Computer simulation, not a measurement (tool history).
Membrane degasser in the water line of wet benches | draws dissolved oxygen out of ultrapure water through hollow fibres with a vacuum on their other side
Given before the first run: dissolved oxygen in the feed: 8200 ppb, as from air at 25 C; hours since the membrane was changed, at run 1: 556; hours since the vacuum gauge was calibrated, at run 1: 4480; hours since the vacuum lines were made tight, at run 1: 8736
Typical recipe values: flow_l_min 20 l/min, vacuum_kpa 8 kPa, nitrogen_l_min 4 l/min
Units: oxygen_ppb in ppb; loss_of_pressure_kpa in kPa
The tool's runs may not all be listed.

run,hour,flow_l_min,vacuum_kpa,nitrogen_l_min,hours since the membrane was changed,hours since the vacuum gauge was calibrated,hours since the vacuum lines were made tight,oxygen_ppb,loss_of_pressure_kpa
1,0,20,8,4,556,4480,8736,146.2,64.04
2,138.2,20,8,4,694,4618,8874,145.2,64.44
3,244.6,20,6.99,4,801,4725,8981,136,64.29
4,390.2,20,8,5.31,946,4870,9126,133.9,64.38
5,505.9,20,8,4,1062,4986,9242,149.1,64.6
6,647.9,20,8,4,1204,5128,9384,149.2,64.35
7,739.6,19,4.81,4,1296,5220,9476,96.5,61.26
8,835.9,19,4.81,4,1392,5316,9572,98.7,61.17
# hour 846.3: vacuum gauge calibrated
9,962.2,28,16.91,1.93,1518,116,9698,627.5,90.36
10,1130.1,14,8.27,4,1686,284,9866,81.4,45.15
# hour 1152.8: vacuum gauge calibrated, once more
11,1303.8,14,8.27,4,1859,151,10039,79.6,45.24

Across each entry between runs, compare the hidden state at the last listed run before it with the hidden state at the first listed run after it:
Run 8 -> run 9: vacuum gauge calibrated (hour 846.3)
  true pressure behind the membrane over the reading, kPa: 0.22 -> 0.26; air that leaks in behind the membrane, l/min: 0.0272 -> 0.0276
  measured minus no-state result, oxygen_ppb: +5 -> +19.3 ppb; loss_of_pressure_kpa: +0.3 -> +0.48 kPa
Run 10 -> run 11: vacuum gauge calibrated, once more (hour 1152.8)
  true pressure behind the membrane over the reading, kPa: 0.27 -> 0; air that leaks in behind the membrane, l/min: 0.028 -> 0.0285
  measured minus no-state result, oxygen_ppb: +5.8 -> +3.6 ppb; loss_of_pressure_kpa: +0.26 -> +0.29 kPa
